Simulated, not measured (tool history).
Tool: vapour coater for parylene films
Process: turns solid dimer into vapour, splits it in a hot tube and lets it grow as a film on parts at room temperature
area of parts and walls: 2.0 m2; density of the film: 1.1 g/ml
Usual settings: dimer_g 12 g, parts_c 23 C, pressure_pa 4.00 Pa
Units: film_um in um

run,hour,dimer_g,parts_c,pressure_pa,film_um
1,0.0,12,23,4.00,2.48
2,12.4,12,23,4.00,2.49
3,24.4,12,23,4.00,2.51
# hour 33.2: trap's valve overhauled
4,47.5,12,23,4.00,2.82
5,59.1,9,23,4.00,2.10
6,78.8,11,23,4.00,2.51
7,99.1,11,23,4.00,2.59
8,114.4,8,19,11.73,1.62
9,127.9,17,22,4.38,3.83
10,137.3,6,26,3.28,1.32
11,156.5,9,22,10.71,1.68
12,170.2,6,21,4.00,1.47
13,182.6,7,17,4.00,1.81

3 ways to go on from here, each from the tool as it stands after run 13. What would each give?
A,204.3,20,17,11.43,?
B,204.3,7,27,3.56,?
C,204.3,6,33,4.00,?

run,film_um
A,3.92
B,1.41
C,1.05
Without the tool's hidden state the same runs would have given:
run,film_um
A,4.24
B,1.52
C,1.13
